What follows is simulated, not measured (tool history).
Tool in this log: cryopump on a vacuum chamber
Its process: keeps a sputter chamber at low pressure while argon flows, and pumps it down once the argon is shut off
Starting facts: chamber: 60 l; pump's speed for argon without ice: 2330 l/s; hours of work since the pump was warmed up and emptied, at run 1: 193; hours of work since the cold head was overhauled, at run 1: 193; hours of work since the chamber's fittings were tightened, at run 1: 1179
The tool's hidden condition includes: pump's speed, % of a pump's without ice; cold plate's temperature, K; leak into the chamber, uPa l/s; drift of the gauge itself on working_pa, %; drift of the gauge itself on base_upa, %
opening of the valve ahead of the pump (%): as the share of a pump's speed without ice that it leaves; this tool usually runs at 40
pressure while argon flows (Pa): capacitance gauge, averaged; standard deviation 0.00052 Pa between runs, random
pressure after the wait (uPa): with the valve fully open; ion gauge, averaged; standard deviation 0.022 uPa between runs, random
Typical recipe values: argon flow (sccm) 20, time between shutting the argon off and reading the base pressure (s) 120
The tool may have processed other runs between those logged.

run	hour	argon flow (sccm)	time between shutting the argon off and reading the base pressure (s)	opening of the valve ahead of the pump (%)	hours of work since the pump was warmed up and emptied	hours of work since the cold head was overhauled	hours of work since the chamber's fittings were tightened	pressure while argon flows (Pa)	pressure after the wait (uPa)
1	0	20	120	40	193	193	1179	0.0365	0.75
2	46.7	20	41	40	228	228	1214	0.0381	1.58
3	106.5	20	120	45	274	274	1260	0.0329	0.73
4	175.7	20	120	45	326	326	1312	0.0344	0.77
5	263.8	20	120	45	392	392	1378	0.0344	0.81
6	308.9	20	120	40	426	426	1412	0.0374	0.76
7	395.3	20	120	40	491	491	1477	0.0385	0.79
8	451.3	20	120	40	533	533	1519	0.0384	0.79
9	528.1	20	120	40	591	591	1577	0.0386	0.85
10	573.9	20	120	40	626	626	1612	0.0376	0.84
11	651.4	20	120	40	684	684	1670	0.0381	0.87
# hour 735.4: pump warmed up, emptied and cooled again
12	744	20	120	40	6	750	1736	0.0368	0.81
13	810.5	20	120	40	57	801	1787	0.0363	0.81
14	861	20	120	40	95	839	1825	0.0376	0.81
15	901.9	20	20	40	125	869	1855	0.0369	2.99
16	975.7	20	120	40	181	925	1911	0.0368	0.83
17	1022.9	20	120	53	217	961	1947	0.0287	0.85
18	1083.1	20	40	49	262	1006	1992	0.0308	1.7
19	1168.6	20	40	49	327	1071	2057	0.0312	1.71
20	1222	20	40	49	367	1111	2097	0.0314	1.73
21	1299.3	27	53	41	425	1169	2155	0.0507	1.46
22	1386.5	27	53	41	491	1235	2221	0.0505	1.48
23	1451	9	53	41	539	1283	2269	0.0164	1.48
24	1497.8	27	81	36	575	1319	2305	0.0579	1.16
25	1580.6	27	23	47	637	1381	2367	0.0447	2.79
26	1664.6	25	120	40	701	1444	2430	0.0491	0.99
# hour 1726: pump warmed up, emptied and cooled again
27	1750.2	15	24	20	18	1505	2491	0.0546	2.6
28	1825.5	15	24	20	75	1562	2548	0.0546	2.58
29	1865.8	15	24	20	105	1592	2578	0.0551	2.68
30	1924.6	20	59	28	150	1637	2623	0.0525	1.42
# hour 2023.1: leaking fittings of the chamber tightened, without venting
31	2023.1	16	35	57	222	1709	0	0.0209	1.62
32	2093.7	24	190	45	276	1763	53	0.0404	0.43
33	2140.9	20	241	50	311	1798	89	0.03	0.36

5 ways to go on from here, each from the tool as it stands after run 33. What would each give?
A	2234.5	20	154	27	382	1869	159	?	?
B	2234.5	12	21	44	382	1869	159	?	?
C	2234.5	19	41	20	382	1869	159	?	?
D	2234.5	20	241	59	382	1869	159	?	?
E	2234.5	13	42	16	382	1869	159	?	?

run	pressure while argon flows (Pa)	pressure after the wait (uPa)
A	0.056	0.48
B	0.0202	2.63
C	0.0707	1.48
D	0.0254	0.4
E	0.06	1.47
Take away the tool's hidden state, keep each run's random variation, and the runs would have read:
run	pressure while argon flows (Pa)	pressure after the wait (uPa)
A	0.0544	0.42
B	0.0192	2.57
C	0.0692	1.42
D	0.0238	0.34
E	0.059	1.41
